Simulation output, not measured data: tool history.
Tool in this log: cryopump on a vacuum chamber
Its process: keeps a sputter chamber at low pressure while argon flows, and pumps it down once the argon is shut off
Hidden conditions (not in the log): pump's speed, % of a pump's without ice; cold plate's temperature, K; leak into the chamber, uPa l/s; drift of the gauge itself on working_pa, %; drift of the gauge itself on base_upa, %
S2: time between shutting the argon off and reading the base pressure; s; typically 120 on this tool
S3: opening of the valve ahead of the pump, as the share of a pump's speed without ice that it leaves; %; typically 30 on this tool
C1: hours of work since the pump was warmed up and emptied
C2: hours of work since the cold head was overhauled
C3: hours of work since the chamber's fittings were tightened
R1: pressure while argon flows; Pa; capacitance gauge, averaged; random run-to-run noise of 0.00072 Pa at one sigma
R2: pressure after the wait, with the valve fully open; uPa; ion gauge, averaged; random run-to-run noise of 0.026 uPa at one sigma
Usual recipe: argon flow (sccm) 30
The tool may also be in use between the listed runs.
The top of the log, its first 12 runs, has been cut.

{"run": 13, "day": 16.096, "argon flow (sccm)": 30, "S2": 120, "S3": 31, "C1": 353, "C2": 353, "C3": 677, "R1": 0.1361, "R2": 1.89}
{"run": 14, "day": 17.475, "argon flow (sccm)": 30, "S2": 120, "S3": 30, "C1": 377, "C2": 377, "C3": 701, "R1": 0.1389, "R2": 1.89}
{"run": 15, "day": 18.592, "argon flow (sccm)": 30, "S2": 120, "S3": 30, "C1": 398, "C2": 398, "C3": 722, "R1": 0.1395, "R2": 1.94}
{"run": 16, "day": 19.858, "argon flow (sccm)": 30, "S2": 120, "S3": 30, "C1": 420, "C2": 420, "C3": 744, "R1": 0.1422, "R2": 2.01}
{"run": 17, "day": 21.317, "argon flow (sccm)": 30, "S2": 120, "S3": 30, "C1": 447, "C2": 447, "C3": 771, "R1": 0.1431, "R2": 2.07}
{"run": 18, "day": 23.033, "argon flow (sccm)": 15, "S2": 61, "S3": 19, "C1": 478, "C2": 478, "C3": 802, "R1": 0.1098, "R2": 2.92}
{"run": 19, "day": 24.342, "argon flow (sccm)": 29, "S2": 93, "S3": 38, "C1": 501, "C2": 501, "C3": 825, "R1": 0.1136, "R2": 2.44}
{"run": 20, "day": 26.267, "argon flow (sccm)": 30, "S2": 77, "S3": 30, "C1": 536, "C2": 536, "C3": 860, "R1": 0.1473, "R2": 2.78}
{"run": 21, "day": 28.121, "argon flow (sccm)": 30, "S2": 77, "S3": 30, "C1": 570, "C2": 570, "C3": 894, "R1": 0.1476, "R2": 2.82}
{"run": 22, "day": 28.925, "argon flow (sccm)": 34, "S2": 120, "S3": 47, "C1": 584, "C2": 584, "C3": 908, "R1": 0.1156, "R2": 2.38}
{"day": 29.567, "done": "pump warmed up, emptied and cooled again"}
{"run": 23, "day": 30.017, "argon flow (sccm)": 34, "S2": 120, "S3": 47, "C1": 8, "C2": 600, "C3": 924, "R1": 0.0941, "R2": 1.91}
{"run": 24, "day": 30.938, "argon flow (sccm)": 34, "S2": 120, "S3": 47, "C1": 25, "C2": 617, "C3": 941, "R1": 0.0948, "R2": 1.9}
{"run": 25, "day": 31.783, "argon flow (sccm)": 34, "S2": 120, "S3": 47, "C1": 40, "C2": 632, "C3": 956, "R1": 0.096, "R2": 1.89}
{"run": 26, "day": 32.975, "argon flow (sccm)": 16, "S2": 93, "S3": 47, "C1": 62, "C2": 653, "C3": 977, "R1": 0.045, "R2": 2.26}
{"run": 27, "day": 34.079, "argon flow (sccm)": 16, "S2": 93, "S3": 47, "C1": 81, "C2": 673, "C3": 997, "R1": 0.0453, "R2": 2.3}
{"run": 28, "day": 35.946, "argon flow (sccm)": 15, "S2": 82, "S3": 59, "C1": 115, "C2": 707, "C3": 1031, "R1": 0.0349, "R2": 2.51}
{"run": 29, "day": 36.967, "argon flow (sccm)": 14, "S2": 176, "S3": 26, "C1": 134, "C2": 725, "C3": 1049, "R1": 0.0722, "R2": 1.88}
{"run": 30, "day": 38.425, "argon flow (sccm)": 30, "S2": 120, "S3": 49, "C1": 160, "C2": 752, "C3": 1076, "R1": 0.0839, "R2": 2.19}
{"run": 31, "day": 40.192, "argon flow (sccm)": 30, "S2": 120, "S3": 49, "C1": 192, "C2": 784, "C3": 1108, "R1": 0.085, "R2": 2.19}
{"run": 32, "day": 42.029, "argon flow (sccm)": 30, "S2": 120, "S3": 59, "C1": 225, "C2": 817, "C3": 1141, "R1": 0.0726, "R2": 2.29}
{"run": 33, "day": 43.867, "argon flow (sccm)": 12, "S2": 92, "S3": 28, "C1": 258, "C2": 850, "C3": 1174, "R1": 0.0575, "R2": 2.66}
{"run": 34, "day": 45.429, "argon flow (sccm)": 52, "S2": 106, "S3": 35, "C1": 286, "C2": 878, "C3": 1202, "R1": 0.2046, "R2": 2.51}

Alternative continuations, all from the tool just after run 34; predict every row:
{"run": "A", "day": 46.371, "argon flow (sccm)": 20, "S2": 89, "S3": 33, "C1": 303, "C2": 895, "C3": 1219, "R1": "?", "R2": "?"}
{"run": "B", "day": 46.371, "argon flow (sccm)": 26, "S2": 178, "S3": 55, "C1": 303, "C2": 895, "C3": 1219, "R1": "?", "R2": "?"}
{"run": "C", "day": 46.371, "argon flow (sccm)": 15, "S2": 298, "S3": 40, "C1": 303, "C2": 895, "C3": 1219, "R1": "?", "R2": "?"}

run=A R1=0.0836 R2=2.70
run=B R1=0.0683 R2=2.11
run=C R1=0.0532 R2=1.96
The same runs, with their run-to-run variation unchanged, on a tool lacking any hidden condition would have given:
run=A R1=0.0781 R2=1.35
run=B R1=0.0611 R2=0.77
run=C R1=0.0490 R2=0.58

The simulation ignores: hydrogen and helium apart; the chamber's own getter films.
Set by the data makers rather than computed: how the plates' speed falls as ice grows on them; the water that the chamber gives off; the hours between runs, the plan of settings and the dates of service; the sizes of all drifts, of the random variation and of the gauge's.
